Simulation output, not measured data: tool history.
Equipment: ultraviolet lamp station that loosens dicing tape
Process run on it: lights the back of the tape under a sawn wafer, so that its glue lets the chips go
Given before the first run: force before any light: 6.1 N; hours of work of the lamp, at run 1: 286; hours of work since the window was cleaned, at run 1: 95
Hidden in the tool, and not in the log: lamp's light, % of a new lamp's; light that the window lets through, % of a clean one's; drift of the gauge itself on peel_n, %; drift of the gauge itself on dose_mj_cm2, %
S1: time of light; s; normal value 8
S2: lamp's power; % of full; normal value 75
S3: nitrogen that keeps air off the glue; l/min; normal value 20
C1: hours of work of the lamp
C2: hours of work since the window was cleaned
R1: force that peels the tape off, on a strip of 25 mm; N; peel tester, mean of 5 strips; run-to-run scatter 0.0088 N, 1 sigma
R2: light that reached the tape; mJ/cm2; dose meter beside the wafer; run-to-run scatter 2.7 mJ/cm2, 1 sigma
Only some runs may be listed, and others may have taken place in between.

run	hour	S1	S2	S3	C1	C2	R1	R2
1	0.0	8	75	20	286	95	0.588	302
2	17.1	8	75	20	298	107	0.615	304
3	32.1	8	75	20	308	118	0.594	294
4	54.9	8	100	20	324	134	0.320	388
5	84.2	8	75	20	344	154	0.663	290
6	105.8	8	75	20	359	169	0.690	288
7	122.4	8	75	20	371	180	0.695	284
8	146.2	8	75	20	387	197	0.705	276
9	176.8	8	75	20	408	218	0.764	268
10	213.0	8	75	20	434	243	0.779	262
# hour 219.2: window cleaned of glue's vapour
11	242.0	8	75	20	453	16	0.879	249
12	269.9	7	76	27	473	35	1.054	214
13	299.2	8	74	12	493	56	1.152	235
14	320.5	8	64	34	508	70	1.099	198
15	347.4	8	64	34	526	89	1.141	197
16	363.2	8	72	16	537	100	1.213	217
17	391.6	8	72	16	557	120	1.253	217

Run 18 is up next; what results do you expect?
# hour 401.6: window cleaned of glue's vapour, once more
18	408.5	15	70	26	568	5	?	?

R1: 0.231 N
R2: 434 mJ/cm2
Take away the tool's hidden state, keep the run-to-run variation as it was, and the same run would have given R1 0.091 N, R2 654 mJ/cm2.

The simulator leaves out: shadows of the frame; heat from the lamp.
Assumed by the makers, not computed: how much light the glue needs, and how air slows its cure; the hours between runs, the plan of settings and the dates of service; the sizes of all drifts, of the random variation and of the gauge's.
